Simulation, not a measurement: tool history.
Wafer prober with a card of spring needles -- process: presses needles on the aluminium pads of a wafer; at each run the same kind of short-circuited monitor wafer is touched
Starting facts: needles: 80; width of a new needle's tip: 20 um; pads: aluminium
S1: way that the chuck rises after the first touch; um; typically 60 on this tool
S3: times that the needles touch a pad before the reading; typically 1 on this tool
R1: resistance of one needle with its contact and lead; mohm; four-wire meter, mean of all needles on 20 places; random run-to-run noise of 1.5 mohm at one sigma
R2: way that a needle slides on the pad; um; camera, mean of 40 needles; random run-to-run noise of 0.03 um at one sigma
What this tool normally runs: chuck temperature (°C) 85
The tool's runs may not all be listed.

{"run": 1, "hour": 0.0, "S1": 60, "chuck temperature (°C)": 85, "S3": 1, "R1": 146, "R2": 14.52}
{"run": 2, "hour": 7.4, "S1": 60, "chuck temperature (°C)": 85, "S3": 1, "R1": 146, "R2": 14.6}
{"run": 3, "hour": 12.9, "S1": 60, "chuck temperature (°C)": 85, "S3": 1, "R1": 146, "R2": 14.63}
{"run": 4, "hour": 21.6, "S1": 60, "chuck temperature (°C)": 85, "S3": 1, "R1": 148, "R2": 14.62}
{"run": 5, "hour": 30.0, "S1": 60, "chuck temperature (°C)": 85, "S3": 1, "R1": 146, "R2": 14.63}
{"run": 6, "hour": 36.4, "S1": 60, "chuck temperature (°C)": 46, "S3": 1, "R1": 141, "R2": 14.68}
{"run": 7, "hour": 40.8, "S1": 60, "chuck temperature (°C)": 46, "S3": 1, "R1": 140, "R2": 14.7}
{"run": 8, "hour": 49.5, "S1": 60, "chuck temperature (°C)": 46, "S3": 1, "R1": 140, "R2": 14.66}
{"run": 9, "hour": 56.9, "S1": 60, "chuck temperature (°C)": 46, "S3": 1, "R1": 141, "R2": 14.63}
{"run": 10, "hour": 63.6, "S1": 60, "chuck temperature (°C)": 46, "S3": 1, "R1": 140, "R2": 14.69}
{"run": 11, "hour": 72.6, "S1": 60, "chuck temperature (°C)": 85, "S3": 1, "R1": 148, "R2": 14.66}
{"run": 12, "hour": 81.3, "S1": 60, "chuck temperature (°C)": 85, "S3": 1, "R1": 147, "R2": 14.72}
{"run": 13, "hour": 90.2, "S1": 60, "chuck temperature (°C)": 85, "S3": 1, "R1": 145, "R2": 14.77}
{"run": 14, "hour": 95.8, "S1": 60, "chuck temperature (°C)": 85, "S3": 1, "R1": 146, "R2": 14.74}
{"run": 15, "hour": 105.0, "S1": 60, "chuck temperature (°C)": 85, "S3": 1, "R1": 149, "R2": 14.72}
{"run": 16, "hour": 112.1, "S1": 60, "chuck temperature (°C)": 85, "S3": 1, "R1": 148, "R2": 14.74}
{"run": 17, "hour": 117.4, "S1": 60, "chuck temperature (°C)": 85, "S3": 1, "R1": 146, "R2": 14.73}
{"run": 18, "hour": 122.8, "S1": 53, "chuck temperature (°C)": 47, "S3": 1, "R1": 146, "R2": 13.07}
{"run": 19, "hour": 128.4, "S1": 53, "chuck temperature (°C)": 47, "S3": 1, "R1": 141, "R2": 13.04}
{"run": 20, "hour": 133.1, "S1": 53, "chuck temperature (°C)": 47, "S3": 1, "R1": 142, "R2": 13.03}
{"run": 21, "hour": 141.7, "S1": 48, "chuck temperature (°C)": 83, "S3": 2, "R1": 153, "R2": 11.79}
{"run": 22, "hour": 147.8, "S1": 60, "chuck temperature (°C)": 97, "S3": 1, "R1": 148, "R2": 14.76}
{"run": 23, "hour": 154.8, "S1": 60, "chuck temperature (°C)": 97, "S3": 1, "R1": 149, "R2": 14.74}
{"run": 24, "hour": 160.6, "S1": 60, "chuck temperature (°C)": 96, "S3": 1, "R1": 151, "R2": 14.78}
{"run": 25, "hour": 166.6, "S1": 60, "chuck temperature (°C)": 38, "S3": 1, "R1": 140, "R2": 14.79}
{"run": 26, "hour": 173.7, "S1": 76, "chuck temperature (°C)": 71, "S3": 2, "R1": 143, "R2": 18.72}
{"run": 27, "hour": 182.7, "S1": 60, "chuck temperature (°C)": 32, "S3": 2, "R1": 139, "R2": 14.77}
{"run": 28, "hour": 188.7, "S1": 60, "chuck temperature (°C)": 32, "S3": 2, "R1": 138, "R2": 14.81}
{"run": 29, "hour": 196.0, "S1": 56, "chuck temperature (°C)": 28, "S3": 1, "R1": 139, "R2": 13.84}
{"run": 30, "hour": 204.0, "S1": 56, "chuck temperature (°C)": 28, "S3": 1, "R1": 138, "R2": 13.78}
{"run": 31, "hour": 210.5, "S1": 56, "chuck temperature (°C)": 28, "S3": 1, "R1": 138, "R2": 13.63}
{"run": 32, "hour": 218.8, "S1": 67, "chuck temperature (°C)": 28, "S3": 3, "R1": 136, "R2": 16.3}
{"run": 33, "hour": 225.3, "S1": 42, "chuck temperature (°C)": 39, "S3": 1, "R1": 148, "R2": 10.27}
{"run": 34, "hour": 233.7, "S1": 46, "chuck temperature (°C)": 103, "S3": 2, "R1": 158, "R2": 11.19}

The log once held 11 entries between its listed runs, left out of this copy. Where does each go, and what is different about the tool's unlogged condition between the listed run before it and the listed run after it?
In the gap between runs 2 and 3: tips cleaned on abrasive film (hour 9.5)
  debris on the tips, nm: 0.7 -> 0.2; way that the needles fall short of the set height, um: 0 -> 0.01; drift of the gauge itself on scrub_um, %: 0.05 -> 0.09
  the result without the hidden state subtracted from the measured one, R2: +0.01 -> +0.01 um
In the gap between runs 5 and 6: tips cleaned on abrasive film (hour 32.4)
  debris on the tips, nm: 0.7 -> 0.2; drift of the gauge itself on scrub_um, %: 0.21 -> 0.26
  the result without the hidden state subtracted from the measured one, R2: +0.03 -> +0.04 um
In the gap between runs 8 and 9: tips cleaned on abrasive film (hour 55.2)
  debris on the tips, nm: 0.6 -> 0.1; drift of the gauge itself on scrub_um, %: 0.35 -> 0.41
  the result without the hidden state subtracted from the measured one, R2: +0.05 -> +0.06 um
In the gap between runs 11 and 12: tips cleaned on abrasive film (hour 78.3)
  debris on the tips, nm: 0.6 -> 0.2; drift of the gauge itself on scrub_um, %: 0.52 -> 0.58
  the result without the hidden state subtracted from the measured one, R2: +0.07 -> +0.08 um
In the gap between runs 14 and 15: tips cleaned on abrasive film (hour 101.4)
  debris on the tips, nm: 0.7 -> 0.2; drift of the gauge itself on scrub_um, %: 0.68 -> 0.75
  the result without the hidden state subtracted from the measured one, R2: +0.09 -> +0.10 um
In the gap between runs 18 and 19: tips cleaned on abrasive film (hour 124.3)
  debris on the tips, nm: 0.7 -> 0.2; drift of the gauge itself on scrub_um, %: 0.88 -> 0.92
  the result without the hidden state subtracted from the measured one, R2: +0.12 -> +0.12 um
In the gap between runs 21 and 22: tips cleaned on abrasive film (hour 147.2)
  debris on the tips, nm: 0.6 -> 0.1; drift of the gauge itself on scrub_um, %: 1.01 -> 1.06
  the result without the hidden state subtracted from the measured one, R2: +0.12 -> +0.16 um
In the gap between runs 25 and 26: tips cleaned on abrasive film (hour 170.3)
  debris on the tips, nm: 0.7 -> 0.2; drift of the gauge itself on scrub_um, %: 1.19 -> 1.24
  the result without the hidden state subtracted from the measured one, R2: +0.17 -> +0.22 um
In the gap between runs 28 and 29: tips cleaned on abrasive film (hour 193.3)
  debris on the tips, nm: 0.7 -> 0.2; drift of the gauge itself on scrub_um, %: 1.35 -> 1.4
  the result without the hidden state subtracted from the measured one, R2: +0.19 -> +0.19 um
In the gap between runs 30 and 31: gauge calibrated (hour 207.0)
  debris on the tips, nm: 0.5 -> 0.6; drift of the gauge itself on scrub_um, %: 1.46 -> 0.02
  the result without the hidden state subtracted from the measured one, R2: +0.20 -> +0.00 um
In the gap between runs 31 and 32: tips cleaned on abrasive film (hour 216.5)
  debris on the tips, nm: 0.6 -> 0.1; way that the needles fall short of the set height, um: 0.01 -> 0.02; tips' diameter, um: 20 -> 20.01; drift of the gauge itself on scrub_um, %: 0.02 -> 0.08
  the result without the hidden state subtracted from the measured one, R2: +0.00 -> +0.01 um
